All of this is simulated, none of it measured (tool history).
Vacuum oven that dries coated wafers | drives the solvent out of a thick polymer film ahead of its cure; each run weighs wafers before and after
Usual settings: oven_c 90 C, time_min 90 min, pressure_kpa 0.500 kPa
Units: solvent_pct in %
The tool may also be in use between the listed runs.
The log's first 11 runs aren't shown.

run     day  oven_c  time_min  pressure_kpa  solvent_pct
 12   7.158      90        90         0.500         2.27
 13   7.925      90        90         0.500         2.21
 14   8.700      90        90         0.507         2.27
 15   9.217      90        90         0.507         2.20
 16   9.775      90        90         1.508         2.83
 17  10.229      92        90         1.169         2.36
 18  10.983      90       132         0.323         0.97
 19  11.871      90       132         0.323         0.97
 20  12.646      90       101         0.716         2.04
 21  13.292     104       120         0.570         0.40
 22  13.833     104       120         0.570         0.42
 23  14.412      93       120         1.840         1.79
 24  15.212      93       120         1.840         1.84
 25  15.708      82        82         0.500         4.08
 26  16.475      96       111         0.390         0.87
 27  17.100      97        65         0.715         2.41
 28  17.621      97        65         0.715         2.39
 29  18.462      90        83         0.500         2.54
 30  18.862      99       121         1.647         1.22
 31  19.338      90        90         0.896         2.48

5 ways to go on from here, each from the tool as it stands after run 31. What would each give?
  A  20.188      96        71         0.896            ?
  B  20.188      90       116         0.699            ?
  C  20.188      83        90         0.500            ?
  D  20.188      91        49         0.725            ?
  E  20.188      92        72         0.706            ?

run  solvent_pct
  A         2.38
  B         1.55
  C         3.46
  D         4.73
  E         2.88
Without the tool's hidden state the same runs would have given:
run  solvent_pct
  A         2.37
  B         1.54
  C         3.46
  D         4.73
  E         2.87

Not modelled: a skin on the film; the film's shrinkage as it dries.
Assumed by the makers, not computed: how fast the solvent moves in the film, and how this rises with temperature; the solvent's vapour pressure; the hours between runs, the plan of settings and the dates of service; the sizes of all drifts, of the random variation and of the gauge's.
